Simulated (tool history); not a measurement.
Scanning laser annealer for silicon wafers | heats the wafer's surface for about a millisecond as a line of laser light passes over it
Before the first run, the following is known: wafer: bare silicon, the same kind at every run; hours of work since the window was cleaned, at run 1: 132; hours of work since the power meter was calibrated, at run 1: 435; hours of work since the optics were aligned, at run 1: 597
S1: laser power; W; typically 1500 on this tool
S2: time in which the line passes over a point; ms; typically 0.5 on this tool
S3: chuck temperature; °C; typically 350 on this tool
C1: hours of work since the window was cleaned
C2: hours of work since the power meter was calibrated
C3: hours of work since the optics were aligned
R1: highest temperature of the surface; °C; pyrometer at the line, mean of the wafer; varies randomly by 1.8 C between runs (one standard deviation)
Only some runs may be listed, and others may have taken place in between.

{"run": 1, "hour": 0.0, "S1": 1500, "S2": 0.5, "S3": 350, "C1": 132, "C2": 435, "C3": 597, "R1": 1075}
{"run": 2, "hour": 19.3, "S1": 1500, "S2": 0.5, "S3": 350, "C1": 146, "C2": 448, "C3": 610, "R1": 1071}
{"run": 3, "hour": 34.7, "S1": 1500, "S2": 0.5, "S3": 350, "C1": 156, "C2": 459, "C3": 621, "R1": 1072}
{"run": 4, "hour": 54.3, "S1": 1500, "S2": 0.546, "S3": 350, "C1": 170, "C2": 472, "C3": 634, "R1": 1106}
{"run": 5, "hour": 65.0, "S1": 1500, "S2": 0.546, "S3": 350, "C1": 177, "C2": 480, "C3": 642, "R1": 1107}
{"run": 6, "hour": 85.2, "S1": 1500, "S2": 0.546, "S3": 350, "C1": 191, "C2": 494, "C3": 656, "R1": 1108}
{"run": 7, "hour": 108.1, "S1": 1500, "S2": 0.5, "S3": 389, "C1": 207, "C2": 510, "C3": 672, "R1": 1107}
{"run": 8, "hour": 122.5, "S1": 1500, "S2": 0.5, "S3": 350, "C1": 217, "C2": 520, "C3": 682, "R1": 1068}
{"run": 9, "hour": 137.6, "S1": 1500, "S2": 0.5, "S3": 350, "C1": 228, "C2": 530, "C3": 692, "R1": 1070}
{"run": 10, "hour": 155.9, "S1": 1500, "S2": 0.399, "S3": 350, "C1": 240, "C2": 543, "C3": 705, "R1": 982}
{"run": 11, "hour": 168.7, "S1": 1500, "S2": 0.399, "S3": 350, "C1": 249, "C2": 552, "C3": 714, "R1": 981}
{"run": 12, "hour": 179.0, "S1": 1500, "S2": 0.399, "S3": 350, "C1": 256, "C2": 559, "C3": 721, "R1": 983}
{"run": 13, "hour": 197.9, "S1": 1500, "S2": 0.399, "S3": 350, "C1": 270, "C2": 572, "C3": 734, "R1": 979}
{"run": 14, "hour": 219.2, "S1": 1500, "S2": 0.5, "S3": 350, "C1": 284, "C2": 587, "C3": 749, "R1": 1065}
{"run": 15, "hour": 241.6, "S1": 1500, "S2": 0.5, "S3": 350, "C1": 300, "C2": 602, "C3": 764, "R1": 1066}
{"run": 16, "hour": 256.5, "S1": 1500, "S2": 0.5, "S3": 347, "C1": 310, "C2": 613, "C3": 775, "R1": 1062}
{"run": 17, "hour": 269.3, "S1": 1500, "S2": 0.5, "S3": 380, "C1": 319, "C2": 622, "C3": 783, "R1": 1093}
{"run": 18, "hour": 280.0, "S1": 1500, "S2": 0.5, "S3": 380, "C1": 327, "C2": 629, "C3": 791, "R1": 1095}
{"run": 19, "hour": 291.8, "S1": 1500, "S2": 0.5, "S3": 380, "C1": 335, "C2": 637, "C3": 799, "R1": 1092}
{"run": 20, "hour": 309.4, "S1": 1500, "S2": 0.5, "S3": 380, "C1": 347, "C2": 649, "C3": 811, "R1": 1093}
{"run": 21, "hour": 322.5, "S1": 1500, "S2": 0.5, "S3": 380, "C1": 356, "C2": 659, "C3": 820, "R1": 1092}
{"run": 22, "hour": 338.2, "S1": 1500, "S2": 0.433, "S3": 322, "C1": 367, "C2": 669, "C3": 831, "R1": 980}
{"run": 23, "hour": 354.7, "S1": 1500, "S2": 0.5, "S3": 343, "C1": 378, "C2": 681, "C3": 843, "R1": 1055}
{"run": 24, "hour": 367.2, "S1": 1500, "S2": 0.5, "S3": 343, "C1": 387, "C2": 689, "C3": 851, "R1": 1054}
{"run": 25, "hour": 381.7, "S1": 1500, "S2": 0.5, "S3": 343, "C1": 397, "C2": 700, "C3": 861, "R1": 1055}
{"run": 26, "hour": 397.3, "S1": 1500, "S2": 0.547, "S3": 350, "C1": 408, "C2": 710, "C3": 872, "R1": 1099}
{"run": 27, "hour": 420.4, "S1": 1500, "S2": 0.453, "S3": 351, "C1": 424, "C2": 726, "C3": 888, "R1": 1019}
{"run": 28, "hour": 432.3, "S1": 1500, "S2": 0.453, "S3": 351, "C1": 432, "C2": 735, "C3": 896, "R1": 1022}
{"run": 29, "hour": 444.8, "S1": 1308, "S2": 0.488, "S3": 373, "C1": 441, "C2": 743, "C3": 905, "R1": 966}
{"run": 30, "hour": 466.3, "S1": 1279, "S2": 0.5, "S3": 350, "C1": 456, "C2": 758, "C3": 920, "R1": 934}
{"run": 31, "hour": 480.0, "S1": 1279, "S2": 0.5, "S3": 350, "C1": 465, "C2": 768, "C3": 930, "R1": 935}
{"hour": 487.5, "done": "window over the wafer cleaned"}
{"run": 32, "hour": 496.6, "S1": 1381, "S2": 0.5, "S3": 315, "C1": 6, "C2": 778, "C3": 940, "R1": 971}
{"run": 33, "hour": 507.1, "S1": 1500, "S2": 0.356, "S3": 380, "C1": 14, "C2": 785, "C3": 947, "R1": 978}
{"run": 34, "hour": 531.4, "S1": 1333, "S2": 0.5, "S3": 350, "C1": 30, "C2": 802, "C3": 964, "R1": 978}
{"run": 35, "hour": 548.4, "S1": 1333, "S2": 0.5, "S3": 350, "C1": 42, "C2": 814, "C3": 976, "R1": 979}
{"run": 36, "hour": 560.5, "S1": 1396, "S2": 0.386, "S3": 347, "C1": 51, "C2": 822, "C3": 984, "R1": 919}
{"run": 37, "hour": 583.3, "S1": 1358, "S2": 0.386, "S3": 375, "C1": 66, "C2": 838, "C3": 1000, "R1": 927}
{"run": 38, "hour": 593.9, "S1": 1500, "S2": 0.487, "S3": 350, "C1": 74, "C2": 845, "C3": 1007, "R1": 1061}
{"run": 39, "hour": 613.3, "S1": 1500, "S2": 0.523, "S3": 386, "C1": 87, "C2": 859, "C3": 1021, "R1": 1129}
{"run": 40, "hour": 631.1, "S1": 1411, "S2": 0.464, "S3": 313, "C1": 100, "C2": 871, "C3": 1033, "R1": 956}
{"run": 41, "hour": 652.4, "S1": 1500, "S2": 0.426, "S3": 345, "C1": 114, "C2": 886, "C3": 1048, "R1": 1002}

Results for each run, recomputed without the tool's hidden state and with each run's random variation untouched:
The tool's hidden condition here consists of: light that passes the window, % of a clean one's; laser's true power over the reading, %; width of the line over the set one, %; drift of the gauge itself on peak_c, C.
run=1 R1=1082
run=2 R1=1078
run=3 R1=1079
run=4 R1=1114
run=5 R1=1116
run=6 R1=1118
run=7 R1=1116
run=8 R1=1078
run=9 R1=1080
run=10 R1=992
run=11 R1=991
run=12 R1=993
run=13 R1=989
run=14 R1=1078
run=15 R1=1080
run=16 R1=1076
run=17 R1=1107
run=18 R1=1110
run=19 R1=1107
run=20 R1=1108
run=21 R1=1108
run=22 R1=995
run=23 R1=1071
run=24 R1=1071
run=25 R1=1073
run=26 R1=1118
run=27 R1=1036
run=28 R1=1040
run=29 R1=982
run=30 R1=950
run=31 R1=952
run=32 R1=973
run=33 R1=980
run=34 R1=980
run=35 R1=982
run=36 R1=922
run=37 R1=931
run=38 R1=1065
run=39 R1=1134
run=40 R1=961
run=41 R1=1008
